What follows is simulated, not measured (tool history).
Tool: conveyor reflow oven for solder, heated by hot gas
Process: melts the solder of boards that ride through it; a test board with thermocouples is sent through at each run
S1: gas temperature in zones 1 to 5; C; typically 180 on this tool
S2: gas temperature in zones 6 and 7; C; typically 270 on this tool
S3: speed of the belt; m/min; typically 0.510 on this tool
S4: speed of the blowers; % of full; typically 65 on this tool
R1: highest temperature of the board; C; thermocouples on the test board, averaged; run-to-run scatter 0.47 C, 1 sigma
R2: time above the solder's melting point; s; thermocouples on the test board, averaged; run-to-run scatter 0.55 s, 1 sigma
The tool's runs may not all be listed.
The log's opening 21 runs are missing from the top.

run 22 hour=167.6 | S1=180 S2=274 S3=0.448 S4=65 | R1=264.0 R2=94.8
run 23 hour=173.7 | S1=180 S2=274 S3=0.448 S4=65 | R1=263.6 R2=94.7
run 24 hour=177.6 | S1=180 S2=264 S3=0.510 S4=75 | R1=253.2 R2=75.3
run 25 hour=186.1 | S1=180 S2=264 S3=0.510 S4=75 | R1=252.6 R2=75.6
run 26 hour=190.8 | S1=183 S2=273 S3=0.510 S4=75 | R1=261.5 R2=82.7
run 27 hour=199.5 | S1=180 S2=282 S3=0.510 S4=71 | R1=269.0 R2=84.9
run 28 hour=209.0 | S1=170 S2=272 S3=0.510 S4=65 | R1=256.4 R2=72.9
run 29 hour=213.0 | S1=170 S2=272 S3=0.510 S4=65 | R1=256.4 R2=72.3
run 30 hour=220.9 | S1=170 S2=272 S3=0.510 S4=65 | R1=255.8 R2=73.0

Consider 3 possible next runs. They are alternatives, not a sequence: every one starts from the tool as it was left by run 30. What does each give?
run A hour=225.1 | S1=176 S2=272 S3=0.421 S4=72 | R1=? R2=?
run B hour=225.1 | S1=183 S2=270 S3=0.510 S4=65 | R1=? R2=?
run C hour=225.1 | S1=191 S2=270 S3=0.510 S4=78 | R1=? R2=?

run=A R1=263.9 R2=100.9
run=B R1=256.3 R2=78.5
run=C R1=259.8 R2=86.3
What these runs would have given with no unlogged condition in the tool:
run=A R1=263.7 R2=100.1
run=B R1=256.2 R2=77.9
run=C R1=259.6 R2=85.7
